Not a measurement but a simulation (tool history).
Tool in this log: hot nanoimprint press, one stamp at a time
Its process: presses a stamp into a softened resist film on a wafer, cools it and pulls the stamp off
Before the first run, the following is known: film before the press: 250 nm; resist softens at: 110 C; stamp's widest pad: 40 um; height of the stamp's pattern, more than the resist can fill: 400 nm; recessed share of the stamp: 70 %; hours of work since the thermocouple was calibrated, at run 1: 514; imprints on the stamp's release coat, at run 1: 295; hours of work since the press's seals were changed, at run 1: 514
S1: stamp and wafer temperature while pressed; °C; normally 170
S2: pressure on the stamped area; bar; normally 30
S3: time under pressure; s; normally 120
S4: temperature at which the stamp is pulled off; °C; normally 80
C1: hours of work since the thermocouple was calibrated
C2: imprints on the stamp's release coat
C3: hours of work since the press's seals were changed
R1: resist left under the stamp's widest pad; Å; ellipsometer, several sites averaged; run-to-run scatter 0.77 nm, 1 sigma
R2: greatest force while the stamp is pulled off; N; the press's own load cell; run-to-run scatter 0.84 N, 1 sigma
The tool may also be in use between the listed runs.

run	hour	S1	S2	S3	S4	C1	C2	C3	R1	R2
1	0	170	30	120	80	514	295	514	1283	110.5
# hour 13.7: plate thermocouple calibrated
2	34.6	170	30	120	80	15	425	536	1405	116.3
3	51.2	170	30	120	84	26	493	548	1399	103
4	75.2	170	30	120	80	43	592	565	1412	115.7
5	112	170	46.8	120	80	69	743	591	1177	119.3
6	134.1	159	45.5	117	80	85	834	607	2087	118.6
7	152.7	170	43.8	211	66	98	911	620	968	167.1
8	174.4	177	20.4	120	80	113	1000	635	1082	119.6
9	193.6	170	30	132	80	127	1079	649	1339	119.6
10	223.5	162	30	120	80	148	1202	670	1990	122.2

Forecast each of these 3 alternatives for the next run:
A	252.3	170	30	120	81	168	1321	690	?	?
B	252.3	167	30	202	88	168	1321	690	?	?
C	252.3	174	30	120	68	168	1321	690	?	?

run	R1	R2
A	1369	118.6
B	1374	94.7
C	1081	163.4
Take away the tool's hidden state, keep each run's random variation, and the runs would have read:
run	R1	R2
A	1376	109
B	1382	87.2
C	1086	149.9
